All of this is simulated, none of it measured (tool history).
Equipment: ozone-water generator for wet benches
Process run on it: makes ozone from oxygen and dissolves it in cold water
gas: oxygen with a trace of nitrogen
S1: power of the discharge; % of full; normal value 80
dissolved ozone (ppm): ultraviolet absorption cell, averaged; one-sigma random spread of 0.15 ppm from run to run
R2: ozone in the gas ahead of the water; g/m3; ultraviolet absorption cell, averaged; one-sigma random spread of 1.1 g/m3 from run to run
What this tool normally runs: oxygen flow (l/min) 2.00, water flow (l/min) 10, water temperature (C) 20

{"run": 1, "hour": 0.0, "S1": 80, "oxygen flow (l/min)": 2.0, "water flow (l/min)": 10, "water temperature (C)": 20, "dissolved ozone (ppm)": 17.7, "R2": 198.6}
{"run": 2, "hour": 107.1, "S1": 80, "oxygen flow (l/min)": 2.0, "water flow (l/min)": 10, "water temperature (C)": 20, "dissolved ozone (ppm)": 17.8, "R2": 196.3}
{"run": 3, "hour": 234.8, "S1": 80, "oxygen flow (l/min)": 2.0, "water flow (l/min)": 10, "water temperature (C)": 20, "dissolved ozone (ppm)": 17.5, "R2": 195.8}
{"run": 4, "hour": 362.4, "S1": 80, "oxygen flow (l/min)": 2.0, "water flow (l/min)": 10, "water temperature (C)": 20, "dissolved ozone (ppm)": 17.3, "R2": 196.0}
{"run": 5, "hour": 474.8, "S1": 80, "oxygen flow (l/min)": 2.0, "water flow (l/min)": 10, "water temperature (C)": 20, "dissolved ozone (ppm)": 17.4, "R2": 194.4}
{"run": 6, "hour": 599.3, "S1": 80, "oxygen flow (l/min)": 2.0, "water flow (l/min)": 10, "water temperature (C)": 20, "dissolved ozone (ppm)": 17.0, "R2": 194.6}
{"run": 7, "hour": 690.0, "S1": 80, "oxygen flow (l/min)": 1.92, "water flow (l/min)": 10, "water temperature (C)": 20, "dissolved ozone (ppm)": 16.9, "R2": 195.9}
{"run": 8, "hour": 840.0, "S1": 80, "oxygen flow (l/min)": 2.0, "water flow (l/min)": 10, "water temperature (C)": 20, "dissolved ozone (ppm)": 16.5, "R2": 193.2}
{"run": 9, "hour": 954.5, "S1": 80, "oxygen flow (l/min)": 2.0, "water flow (l/min)": 10, "water temperature (C)": 20, "dissolved ozone (ppm)": 18.1, "R2": 192.4}
{"run": 10, "hour": 1085.2, "S1": 80, "oxygen flow (l/min)": 2.0, "water flow (l/min)": 10, "water temperature (C)": 20, "dissolved ozone (ppm)": 17.7, "R2": 191.1}
{"run": 11, "hour": 1215.8, "S1": 80, "oxygen flow (l/min)": 2.0, "water flow (l/min)": 10, "water temperature (C)": 20, "dissolved ozone (ppm)": 17.4, "R2": 189.9}
{"run": 12, "hour": 1375.4, "S1": 80, "oxygen flow (l/min)": 2.0, "water flow (l/min)": 10, "water temperature (C)": 20, "dissolved ozone (ppm)": 17.5, "R2": 187.3}
{"run": 13, "hour": 1550.0, "S1": 80, "oxygen flow (l/min)": 2.0, "water flow (l/min)": 10, "water temperature (C)": 20, "dissolved ozone (ppm)": 17.1, "R2": 186.7}
{"run": 14, "hour": 1702.5, "S1": 80, "oxygen flow (l/min)": 2.0, "water flow (l/min)": 10, "water temperature (C)": 20, "dissolved ozone (ppm)": 16.8, "R2": 187.2}
{"run": 15, "hour": 1840.8, "S1": 80, "oxygen flow (l/min)": 2.0, "water flow (l/min)": 10, "water temperature (C)": 20, "dissolved ozone (ppm)": 17.1, "R2": 187.0}
{"run": 16, "hour": 1981.8, "S1": 80, "oxygen flow (l/min)": 2.0, "water flow (l/min)": 10, "water temperature (C)": 20, "dissolved ozone (ppm)": 16.8, "R2": 184.0}
{"run": 17, "hour": 2062.5, "S1": 80, "oxygen flow (l/min)": 1.29, "water flow (l/min)": 10, "water temperature (C)": 20, "dissolved ozone (ppm)": 14.9, "R2": 217.4}
{"run": 18, "hour": 2180.2, "S1": 44, "oxygen flow (l/min)": 1.03, "water flow (l/min)": 11, "water temperature (C)": 20, "dissolved ozone (ppm)": 8.3, "R2": 156.2}
{"run": 19, "hour": 2312.0, "S1": 44, "oxygen flow (l/min)": 1.03, "water flow (l/min)": 11, "water temperature (C)": 20, "dissolved ozone (ppm)": 8.2, "R2": 156.9}
{"run": 20, "hour": 2484.2, "S1": 63, "oxygen flow (l/min)": 1.09, "water flow (l/min)": 11, "water temperature (C)": 21, "dissolved ozone (ppm)": 10.5, "R2": 196.2}
{"run": 21, "hour": 2671.6, "S1": 63, "oxygen flow (l/min)": 1.09, "water flow (l/min)": 11, "water temperature (C)": 21, "dissolved ozone (ppm)": 10.1, "R2": 192.9}
{"run": 22, "hour": 2785.2, "S1": 80, "oxygen flow (l/min)": 1.57, "water flow (l/min)": 10, "water temperature (C)": 17, "dissolved ozone (ppm)": 15.6, "R2": 196.8}
{"run": 23, "hour": 2963.9, "S1": 80, "oxygen flow (l/min)": 1.57, "water flow (l/min)": 10, "water temperature (C)": 17, "dissolved ozone (ppm)": 16.1, "R2": 193.8}
{"run": 24, "hour": 3061.1, "S1": 64, "oxygen flow (l/min)": 1.57, "water flow (l/min)": 9, "water temperature (C)": 17, "dissolved ozone (ppm)": 14.9, "R2": 169.6}
{"run": 25, "hour": 3149.9, "S1": 64, "oxygen flow (l/min)": 1.57, "water flow (l/min)": 9, "water temperature (C)": 17, "dissolved ozone (ppm)": 14.6, "R2": 167.4}
{"run": 26, "hour": 3313.9, "S1": 80, "oxygen flow (l/min)": 1.01, "water flow (l/min)": 10, "water temperature (C)": 22, "dissolved ozone (ppm)": 12.9, "R2": 228.3}
{"run": 27, "hour": 3430.0, "S1": 88, "oxygen flow (l/min)": 2.0, "water flow (l/min)": 10, "water temperature (C)": 18, "dissolved ozone (ppm)": 17.4, "R2": 186.1}
{"run": 28, "hour": 3543.0, "S1": 88, "oxygen flow (l/min)": 2.0, "water flow (l/min)": 11, "water temperature (C)": 13, "dissolved ozone (ppm)": 17.1, "R2": 186.0}
{"run": 29, "hour": 3692.0, "S1": 80, "oxygen flow (l/min)": 2.0, "water flow (l/min)": 8, "water temperature (C)": 20, "dissolved ozone (ppm)": 18.6, "R2": 173.2}
{"run": 30, "hour": 3817.8, "S1": 80, "oxygen flow (l/min)": 1.65, "water flow (l/min)": 10, "water temperature (C)": 20, "dissolved ozone (ppm)": 15.1, "R2": 184.8}
{"run": 31, "hour": 3911.0, "S1": 51, "oxygen flow (l/min)": 1.78, "water flow (l/min)": 10, "water temperature (C)": 15, "dissolved ozone (ppm)": 12.0, "R2": 133.8}
{"run": 32, "hour": 4091.2, "S1": 51, "oxygen flow (l/min)": 1.78, "water flow (l/min)": 9, "water temperature (C)": 15, "dissolved ozone (ppm)": 12.8, "R2": 134.9}
{"run": 33, "hour": 4210.7, "S1": 51, "oxygen flow (l/min)": 1.78, "water flow (l/min)": 9, "water temperature (C)": 15, "dissolved ozone (ppm)": 12.8, "R2": 132.0}
{"run": 34, "hour": 4306.8, "S1": 76, "oxygen flow (l/min)": 1.37, "water flow (l/min)": 10, "water temperature (C)": 20, "dissolved ozone (ppm)": 13.1, "R2": 190.0}

The log once held 3 entries between its listed runs, left out of this copy. Where does each go, and what is different about the tool's unlogged condition between the listed run before it and the listed run after it?
After run 5, before run 6: contactor cleaned (hour 584.1)
  yield of the discharge, % of new electrodes': 98.8 -> 98.4; contactor's efficiency, % of a clean one's: 90.1 -> 85.8; true water temperature over the reading, C: 0.13 -> 0.15
  difference, measured minus the result without the unlogged condition, dissolved ozone (ppm): -1.1 -> -1.6; R2: -2.7 -> -3.5 g/m3
After run 8, before run 9: contactor cleaned, once more (hour 920.3)
  yield of the discharge, % of new electrodes': 97.6 -> 97.3; contactor's efficiency, % of a clean one's: 84.5 -> 99; true water temperature over the reading, C: 0.19 -> 0.2
  difference, measured minus the result without the unlogged condition, dissolved ozone (ppm): -1.9 -> -0.6; R2: -5.1 -> -5.9 g/m3
After run 22, before run 23: contactor cleaned (hour 2875.0)
  yield of the discharge, % of new electrodes': 91.6 -> 91.1; contactor's efficiency, % of a clean one's: 89.8 -> 99.5; true water temperature over the reading, C: 0.51 -> 0.54
  difference, measured minus the result without the unlogged condition, dissolved ozone (ppm): -2.5 -> -1.9; R2: -19.9 -> -21.0 g/m3
